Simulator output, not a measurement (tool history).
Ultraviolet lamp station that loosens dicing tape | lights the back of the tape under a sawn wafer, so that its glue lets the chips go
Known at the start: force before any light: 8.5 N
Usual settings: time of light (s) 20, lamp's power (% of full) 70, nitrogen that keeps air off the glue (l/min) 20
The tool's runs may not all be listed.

| run | hour | time of light (s) | lamp's power (% of full) | nitrogen that keeps air off the glue (l/min) | force that peels the tape off (N) | light that reached the tape (mJ/cm2) |
|---|---|---|---|---|---|---|
| 1 | 0 | 20 | 70 | 20 | 0.436 | 246 |
| 2 | 17.5 | 20 | 70 | 20 | 0.438 | 242 |
| 3 | 28.2 | 20 | 70 | 21 | 0.431 | 248 |
| 4 | 39.7 | 20 | 70 | 20 | 0.45 | 240 |
| 5 | 58.8 | 20 | 70 | 20 | 0.463 | 243 |
| 6 | 72.2 | 20 | 70 | 16 | 0.526 | 242 |
| 7 | 92.2 | 20 | 70 | 16 | 0.524 | 240 |
| 8 | 103 | 20 | 70 | 16 | 0.517 | 236 |
| 9 | 121.4 | 24 | 70 | 20 | 0.353 | 280 |
| 10 | 137.1 | 20 | 70 | 20 | 0.478 | 231 |
| 11 | 147.7 | 20 | 70 | 20 | 0.494 | 234 |
| 12 | 166.9 | 20 | 83 | 20 | 0.368 | 274 |
| 13 | 178 | 20 | 83 | 20 | 0.371 | 265 |
| 14 | 187.5 | 20 | 70 | 17 | 0.561 | 226 |
| 15 | 200.9 | 20 | 70 | 17 | 0.543 | 225 |
| 16 | 216.1 | 20 | 70 | 20 | 0.538 | 223 |
| 17 | 236.9 | 20 | 70 | 20 | 0.527 | 225 |
| 18 | 247 | 20 | 82 | 20 | 0.404 | 258 |
| 19 | 256.9 | 15 | 72 | 20 | 0.905 | 170 |
| 20 | 276.7 | 11 | 70 | 20 | 1.653 | 121 |
| 21 | 291.3 | 11 | 70 | 20 | 1.653 | 122 |
| 22 | 306.1 | 14 | 91 | 20 | 0.715 | 198 |
| 23 | 322.2 | 14 | 91 | 20 | 0.676 | 194 |
| 24 | 331.3 | 20 | 70 | 7 | 1.089 | 216 |
| 25 | 348.6 | 20 | 75 | 20 | 0.516 | 231 |
| 26 | 363.3 | 20 | 91 | 6 | 0.754 | 275 |
| 27 | 372.6 | 29 | 61 | 18 | 0.393 | 265 |
| 28 | 388.5 | 29 | 61 | 18 | 0.412 | 260 |
|  | 405.5 | window cleaned of glue's vapour |
| 29 | 407.2 | 32 | 72 | 15 | 0.24 | 411 |
| 30 | 427 | 32 | 72 | 15 | 0.24 | 410 |
| 31 | 442.8 | 20 | 100 | 8 | 0.365 | 359 |
| 32 | 464.3 | 27 | 99 | 14 | 0.225 | 471 |
| 33 | 483.8 | 20 | 70 | 14 | 0.532 | 243 |
| 34 | 504.4 | 24 | 72 | 22 | 0.304 | 300 |
| 35 | 524.5 | 27 | 72 | 10 | 0.361 | 334 |
| 36 | 541.8 | 36 | 84 | 21 | 0.219 | 506 |

Measured less the same run without the tool's hidden state. The same run-to-run variation is in both; the gauge's scatter may not be:
The hidden state here: lamp's light, % of a new lamp's; light that the window lets through, % of a clean one's; drift of the gauge itself on peel_n, %; drift of the gauge itself on dose_mj_cm2, %.
| run | force that peels the tape off (N) | light that reached the tape (mJ/cm2) |
|---|---|---|
| 1 | +0.094 | -38 |
| 2 | +0.101 | -40 |
| 3 | +0.102 | -42 |
| 4 | +0.11 | -43 |
| 5 | +0.118 | -45 |
| 6 | +0.143 | -45 |
| 7 | +0.154 | -48 |
| 8 | +0.155 | -49 |
| 9 | +0.08 | -61 |
| 10 | +0.145 | -52 |
| 11 | +0.155 | -54 |
| 12 | +0.096 | -66 |
| 13 | +0.1 | -66 |
| 14 | +0.192 | -58 |
| 15 | +0.193 | -59 |
| 16 | +0.187 | -60 |
| 17 | +0.194 | -63 |
| 18 | +0.125 | -74 |
| 19 | +0.358 | -51 |
| 20 | +0.598 | -36 |
| 21 | +0.612 | -38 |
| 22 | +0.297 | -64 |
| 23 | +0.291 | -65 |
| 24 | +0.471 | -72 |
| 25 | +0.21 | -80 |
| 26 | +0.341 | -98 |
| 27 | +0.139 | -97 |
| 28 | +0.153 | -99 |
| 29 | +0.017 | -56 |
| 30 | +0.018 | -59 |
| 31 | +0.075 | -54 |
| 32 | +0.012 | -77 |
| 33 | +0.139 | -42 |
| 34 | +0.053 | -55 |
| 35 | +0.086 | -65 |
| 36 | +0.003 | -103 |

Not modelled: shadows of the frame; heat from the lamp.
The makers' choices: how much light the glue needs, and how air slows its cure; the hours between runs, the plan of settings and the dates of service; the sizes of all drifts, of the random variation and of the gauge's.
